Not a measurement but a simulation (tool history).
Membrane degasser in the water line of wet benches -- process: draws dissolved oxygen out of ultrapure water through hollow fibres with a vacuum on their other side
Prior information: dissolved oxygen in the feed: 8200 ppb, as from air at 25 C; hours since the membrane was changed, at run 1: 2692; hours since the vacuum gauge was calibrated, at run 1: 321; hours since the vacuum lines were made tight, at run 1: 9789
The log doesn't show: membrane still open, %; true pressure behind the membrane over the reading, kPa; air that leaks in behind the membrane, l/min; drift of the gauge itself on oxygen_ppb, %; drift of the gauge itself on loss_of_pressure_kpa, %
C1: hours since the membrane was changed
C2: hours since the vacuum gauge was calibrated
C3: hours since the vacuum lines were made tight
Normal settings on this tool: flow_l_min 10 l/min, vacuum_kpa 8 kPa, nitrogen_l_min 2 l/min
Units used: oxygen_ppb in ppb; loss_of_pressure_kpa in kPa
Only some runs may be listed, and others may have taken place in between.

{"run": 1, "hour": 0.0, "flow_l_min": 10, "vacuum_kpa": 8, "nitrogen_l_min": 2, "C1": 2692, "C2": 321, "C3": 9789, "oxygen_ppb": 65.5, "loss_of_pressure_kpa": 33.24}
{"run": 2, "hour": 110.1, "flow_l_min": 10, "vacuum_kpa": 8, "nitrogen_l_min": 2, "C1": 2802, "C2": 431, "C3": 9899, "oxygen_ppb": 65.1, "loss_of_pressure_kpa": 33.52}
{"run": 3, "hour": 196.6, "flow_l_min": 10, "vacuum_kpa": 8, "nitrogen_l_min": 2.39, "C1": 2889, "C2": 518, "C3": 9985, "oxygen_ppb": 56, "loss_of_pressure_kpa": 33.1}
{"run": 4, "hour": 279.4, "flow_l_min": 10, "vacuum_kpa": 8, "nitrogen_l_min": 2.39, "C1": 2972, "C2": 601, "C3": 10068, "oxygen_ppb": 56.3, "loss_of_pressure_kpa": 33.32}
{"run": 5, "hour": 394.4, "flow_l_min": 10, "vacuum_kpa": 8, "nitrogen_l_min": 2.39, "C1": 3087, "C2": 716, "C3": 10183, "oxygen_ppb": 57.1, "loss_of_pressure_kpa": 33.06}
{"run": 6, "hour": 448.7, "flow_l_min": 10, "vacuum_kpa": 8, "nitrogen_l_min": 2.39, "C1": 3141, "C2": 770, "C3": 10237, "oxygen_ppb": 56, "loss_of_pressure_kpa": 33.1}
{"run": 7, "hour": 512.4, "flow_l_min": 13, "vacuum_kpa": 8, "nitrogen_l_min": 2.39, "C1": 3205, "C2": 834, "C3": 10301, "oxygen_ppb": 73.3, "loss_of_pressure_kpa": 43.46}
{"run": 8, "hour": 585.1, "flow_l_min": 13, "vacuum_kpa": 8, "nitrogen_l_min": 2.39, "C1": 3277, "C2": 906, "C3": 10374, "oxygen_ppb": 74.2, "loss_of_pressure_kpa": 43.45}
{"run": 9, "hour": 705.0, "flow_l_min": 12, "vacuum_kpa": 8, "nitrogen_l_min": 2, "C1": 3397, "C2": 1026, "C3": 10494, "oxygen_ppb": 80.4, "loss_of_pressure_kpa": 40.22}
{"run": 10, "hour": 789.4, "flow_l_min": 12, "vacuum_kpa": 8, "nitrogen_l_min": 2, "C1": 3482, "C2": 1111, "C3": 10578, "oxygen_ppb": 79, "loss_of_pressure_kpa": 40.15}
{"run": 11, "hour": 856.4, "flow_l_min": 12, "vacuum_kpa": 8, "nitrogen_l_min": 2, "C1": 3549, "C2": 1178, "C3": 10645, "oxygen_ppb": 80, "loss_of_pressure_kpa": 39.86}
{"run": 12, "hour": 967.3, "flow_l_min": 12, "vacuum_kpa": 8, "nitrogen_l_min": 2, "C1": 3660, "C2": 1288, "C3": 10756, "oxygen_ppb": 80.5, "loss_of_pressure_kpa": 39.98}
{"run": 13, "hour": 1059.7, "flow_l_min": 12, "vacuum_kpa": 8, "nitrogen_l_min": 2, "C1": 3752, "C2": 1381, "C3": 10848, "oxygen_ppb": 80.6, "loss_of_pressure_kpa": 40.03}
{"run": 14, "hour": 1142.8, "flow_l_min": 12, "vacuum_kpa": 8, "nitrogen_l_min": 2, "C1": 3835, "C2": 1464, "C3": 10932, "oxygen_ppb": 79.3, "loss_of_pressure_kpa": 40.44}
{"run": 15, "hour": 1223.3, "flow_l_min": 13, "vacuum_kpa": 8, "nitrogen_l_min": 2, "C1": 3916, "C2": 1544, "C3": 11012, "oxygen_ppb": 87.2, "loss_of_pressure_kpa": 43.28}
{"run": 16, "hour": 1288.5, "flow_l_min": 13, "vacuum_kpa": 8, "nitrogen_l_min": 2, "C1": 3981, "C2": 1610, "C3": 11077, "oxygen_ppb": 87.7, "loss_of_pressure_kpa": 43.41}
{"run": 17, "hour": 1395.0, "flow_l_min": 13, "vacuum_kpa": 8, "nitrogen_l_min": 2, "C1": 4087, "C2": 1716, "C3": 11184, "oxygen_ppb": 87.5, "loss_of_pressure_kpa": 43.63}
{"run": 18, "hour": 1485.6, "flow_l_min": 12, "vacuum_kpa": 8, "nitrogen_l_min": 3.64, "C1": 4178, "C2": 1807, "C3": 11274, "oxygen_ppb": 48.3, "loss_of_pressure_kpa": 39.95}
{"run": 19, "hour": 1602.3, "flow_l_min": 12, "vacuum_kpa": 8.54, "nitrogen_l_min": 2, "C1": 4295, "C2": 1923, "C3": 11391, "oxygen_ppb": 88.6, "loss_of_pressure_kpa": 40.35}
{"run": 20, "hour": 1677.4, "flow_l_min": 12, "vacuum_kpa": 8.54, "nitrogen_l_min": 2, "C1": 4370, "C2": 1999, "C3": 11466, "oxygen_ppb": 89, "loss_of_pressure_kpa": 40.2}
{"run": 21, "hour": 1799.0, "flow_l_min": 10, "vacuum_kpa": 14.93, "nitrogen_l_min": 2.09, "C1": 4491, "C2": 2120, "C3": 11588, "oxygen_ppb": 152.7, "loss_of_pressure_kpa": 33.6}
{"run": 22, "hour": 1905.8, "flow_l_min": 10, "vacuum_kpa": 14.93, "nitrogen_l_min": 2.09, "C1": 4598, "C2": 2227, "C3": 11695, "oxygen_ppb": 149.4, "loss_of_pressure_kpa": 33.6}
{"run": 23, "hour": 2019.5, "flow_l_min": 10, "vacuum_kpa": 14.93, "nitrogen_l_min": 1.07, "C1": 4712, "C2": 2341, "C3": 11808, "oxygen_ppb": 278, "loss_of_pressure_kpa": 33.73}
{"run": 24, "hour": 2125.8, "flow_l_min": 15, "vacuum_kpa": 14.93, "nitrogen_l_min": 1.07, "C1": 4818, "C2": 2447, "C3": 11914, "oxygen_ppb": 387.4, "loss_of_pressure_kpa": 50.49}
{"run": 25, "hour": 2205.3, "flow_l_min": 15, "vacuum_kpa": 14.93, "nitrogen_l_min": 1.07, "C1": 4898, "C2": 2526, "C3": 11994, "oxygen_ppb": 388.4, "loss_of_pressure_kpa": 50.02}
{"run": 26, "hour": 2326.4, "flow_l_min": 7, "vacuum_kpa": 12.76, "nitrogen_l_min": 1.35, "C1": 5019, "C2": 2648, "C3": 12115, "oxygen_ppb": 136, "loss_of_pressure_kpa": 23.58}
{"run": 27, "hour": 2396.0, "flow_l_min": 7, "vacuum_kpa": 12.76, "nitrogen_l_min": 1.35, "C1": 5088, "C2": 2717, "C3": 12185, "oxygen_ppb": 134.9, "loss_of_pressure_kpa": 23.55}
{"run": 28, "hour": 2455.6, "flow_l_min": 8, "vacuum_kpa": 12.76, "nitrogen_l_min": 1.35, "C1": 5148, "C2": 2777, "C3": 12244, "oxygen_ppb": 154.7, "loss_of_pressure_kpa": 26.85}
{"run": 29, "hour": 2554.2, "flow_l_min": 10, "vacuum_kpa": 16.56, "nitrogen_l_min": 2.26, "C1": 5246, "C2": 2875, "C3": 12343, "oxygen_ppb": 160.7, "loss_of_pressure_kpa": 33.79}
{"run": 30, "hour": 2617.2, "flow_l_min": 10, "vacuum_kpa": 16.56, "nitrogen_l_min": 2.26, "C1": 5309, "C2": 2938, "C3": 12406, "oxygen_ppb": 159.7, "loss_of_pressure_kpa": 33.47}

Pick out some run-to-run changes in oxygen_ppb. Of each, how much would a tool without hidden state show as well, from the settings, what came in and chance, and how much is left for the hidden state and any gauge scatter not in both results compared?
Run 20 -> 21: flow_l_min 12 -> 10, vacuum_kpa 8.54 -> 14.93, nitrogen_l_min 2 -> 2.09. oxygen_ppb +63.7 ppb: hidden state +5.7, all else +58.
Run 22 -> 23: nitrogen_l_min 2.09 -> 1.07. oxygen_ppb +128.6 ppb: hidden state +7.7, all else +120.9.
Run 23 -> 24: flow_l_min 10 -> 15. oxygen_ppb +109.4 ppb: hidden state -1.8, all else +111.2.
Run 25 -> 26: flow_l_min 15 -> 7, vacuum_kpa 14.93 -> 12.76, nitrogen_l_min 1.07 -> 1.35. oxygen_ppb -252.4 ppb: hidden state -3.1, all else -249.3.
